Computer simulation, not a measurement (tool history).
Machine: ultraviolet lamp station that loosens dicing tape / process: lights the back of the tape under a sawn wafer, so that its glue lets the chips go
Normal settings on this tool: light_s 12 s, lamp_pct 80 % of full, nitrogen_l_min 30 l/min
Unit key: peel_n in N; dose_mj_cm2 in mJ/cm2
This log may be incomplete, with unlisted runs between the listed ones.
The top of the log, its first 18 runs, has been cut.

run	hour	light_s	lamp_pct	nitrogen_l_min	hours of work of the lamp	hours of work since the window was cleaned	peel_n	dose_mj_cm2
19	153.8	12	82	17	124	169	1.161	546
20	159.9	8	64	17	127	172	3.449	284
21	169.9	11	64	58	131	176	1.421	393
22	175.3	16	96	10	134	178	0.564	856
23	184.1	16	96	10	137	182	0.568	851
# hour 185.5: window cleaned of glue's vapour
24	191.6	15	80	30	141	3	0.605	651
25	196.9	15	80	30	143	5	0.584	651
26	208.2	12	78	54	148	10	0.809	505
27	215	13	66	23	151	13	1.489	460
28	223.6	12	80	15	155	17	1.389	517
29	232.2	9	69	35	158	21	2.199	334
30	241.7	16	80	30	163	25	0.493	682
31	248.6	17	80	30	166	28	0.433	726
# hour 254.2: window cleaned of glue's vapour, once more
32	258.4	23	95	11	170	2	0.206	1251
33	264.3	24	95	31	172	4	0.123	1299
34	270.8	13	70	31	175	7	0.999	524

What if the next run were any one of these 3? Each begins from the tool's condition after run 34:
A	281.6	13	70	12	180	12	?	?
B	281.6	19	80	30	180	12	?	?
C	281.6	13	60	31	180	12	?	?

run	peel_n	dose_mj_cm2
A	1.629	516
B	0.268	863
C	1.392	440
Without the tool's hidden state the same runs would have given:
run	peel_n	dose_mj_cm2
A	1.416	554
B	0.225	926
C	1.201	473

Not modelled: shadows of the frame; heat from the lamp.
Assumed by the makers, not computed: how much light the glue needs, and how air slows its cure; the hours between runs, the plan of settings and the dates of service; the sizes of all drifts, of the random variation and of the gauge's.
